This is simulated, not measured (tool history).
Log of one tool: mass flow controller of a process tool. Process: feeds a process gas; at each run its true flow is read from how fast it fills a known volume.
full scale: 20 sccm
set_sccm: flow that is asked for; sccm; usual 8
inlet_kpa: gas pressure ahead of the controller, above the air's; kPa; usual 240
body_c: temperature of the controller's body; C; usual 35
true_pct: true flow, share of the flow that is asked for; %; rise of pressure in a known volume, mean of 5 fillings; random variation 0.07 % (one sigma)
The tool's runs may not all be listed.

| run | hour | set_sccm | inlet_kpa | body_c | true_pct |
|---|---|---|---|---|---|
| 1 | 0.0 | 8 | 240 | 35 | 97.54 |
| 2 | 159.9 | 8 | 240 | 35 | 97.52 |
| 3 | 297.9 | 8 | 240 | 35 | 97.40 |
| 4 | 465.0 | 8 | 240 | 36 | 97.47 |
| 5 | 600.2 | 8 | 240 | 36 | 97.23 |
| 6 | 687.0 | 8 | 240 | 36 | 97.37 |
| 7 | 792.4 | 8 | 240 | 36 | 97.36 |
| 8 | 923.4 | 8 | 240 | 36 | 97.39 |
| 9 | 1031.3 | 8 | 240 | 36 | 97.31 |
| 10 | 1194.1 | 8 | 240 | 36 | 97.33 |
| 11 | 1392.1 | 8 | 263 | 35 | 97.45 |
| 12 | 1485.9 | 8 | 240 | 35 | 97.44 |
| 13 | 1687.4 | 8 | 240 | 35 | 97.36 |
| 14 | 1790.9 | 8 | 240 | 35 | 97.44 |
| 15 | 1981.0 | 8 | 240 | 35 | 97.44 |
| 16 | 2107.9 | 8 | 240 | 35 | 97.41 |
| 17 | 2231.0 | 13 | 272 | 40 | 98.23 |
| 18 | 2373.0 | 3 | 237 | 33 | 93.65 |
| 19 | 2571.3 | 3 | 237 | 33 | 93.51 |
| 20 | 2689.1 | 13 | 245 | 24 | 99.73 |
| 21 | 2876.1 | 13 | 245 | 24 | 99.81 |
| 22 | 3040.1 | 8 | 158 | 25 | 98.36 |
| 23 | 3158.6 | 8 | 158 | 25 | 98.37 |
| 24 | 3337.2 | 7 | 240 | 35 | 97.02 |
| 25 | 3471.9 | 6 | 182 | 23 | 97.40 |
| 26 | 3576.0 | 4 | 261 | 27 | 95.21 |
| 27 | 3765.5 | 4 | 261 | 27 | 95.13 |
| 28 | 3975.9 | 4 | 261 | 25 | 95.24 |
| 29 | 4098.0 | 4 | 261 | 25 | 95.25 |

Forecast each of these 3 alternatives for the next run:
| A | 4281.8 | 16 | 261 | 25 | ? |
| B | 4281.8 | 4 | 261 | 30 | ? |
| C | 4281.8 | 15 | 177 | 20 | ? |

| run | true_pct |
|---|---|
| A | 100.53 |
| B | 94.68 |
| C | 100.83 |
Without the tool's hidden state the same runs would have given:
| run | true_pct |
|---|---|
| A | 99.42 |
| B | 97.27 |
| C | 99.80 |

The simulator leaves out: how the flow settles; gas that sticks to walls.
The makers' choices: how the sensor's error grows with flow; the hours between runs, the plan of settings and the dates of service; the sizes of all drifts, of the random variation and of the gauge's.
